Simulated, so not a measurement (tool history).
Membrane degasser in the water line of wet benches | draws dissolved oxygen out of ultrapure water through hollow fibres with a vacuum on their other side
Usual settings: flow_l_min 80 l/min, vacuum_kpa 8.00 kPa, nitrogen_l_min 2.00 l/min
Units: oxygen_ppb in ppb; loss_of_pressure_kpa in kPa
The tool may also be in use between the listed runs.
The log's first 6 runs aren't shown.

run	hour	flow_l_min	vacuum_kpa	nitrogen_l_min	oxygen_ppb	loss_of_pressure_kpa
7	378.1	80	8.00	4.64	190.4	38.82
8	450.9	80	15.23	2.00	890.8	39.20
9	513.6	80	7.82	2.00	368.2	38.90
10	591.5	80	8.00	2.00	381.8	39.17
11	636.1	80	8.00	2.00	379.3	38.92
12	700.0	59	8.00	2.00	295.0	28.68
13	732.6	59	8.00	2.00	295.9	28.74
14	783.5	107	8.00	2.00	491.9	52.34
15	858.0	80	13.03	2.00	740.6	39.08
16	935.8	80	13.03	2.00	742.3	39.16
# hour 943.7: vacuum gauge calibrated
17	979.2	80	5.53	1.63	230.1	39.13
18	1045.3	80	5.53	1.63	230.3	39.19
19	1086.6	49	8.00	3.13	175.5	23.79
20	1140.0	49	8.00	3.13	174.2	23.91
# hour 1151.8: vacuum gauge calibrated, once more
21	1178.1	49	8.00	3.13	170.5	23.51
22	1215.5	49	8.00	3.13	169.2	23.97
23	1248.5	84	8.48	1.52	526.5	41.32
24	1324.4	65	6.30	5.25	92.0	31.64
25	1382.8	104	5.47	1.89	252.5	51.13
26	1450.6	92	6.53	5.45	138.7	45.15
27	1498.2	61	5.84	5.08	75.7	30.08
28	1578.1	105	17.79	1.23	1756.8	51.16
29	1621.4	105	17.79	1.23	1751.1	51.23
30	1669.8	74	19.57	2.00	1103.5	36.02
31	1734.6	74	16.35	2.00	906.9	36.33

Forecast each of these 3 alternatives for the next run:
A	1786.7	58	16.35	5.77	?	?
B	1786.7	91	11.65	2.00	?	?
C	1786.7	74	16.35	1.86	?	?

run	oxygen_ppb	loss_of_pressure_kpa
A	303.7	28.40
B	715.5	44.04
C	958.6	36.06
Without the tool's hidden state the same runs would have given:
run	oxygen_ppb	loss_of_pressure_kpa
A	301.7	28.12
B	710.2	43.59
C	954.1	35.70
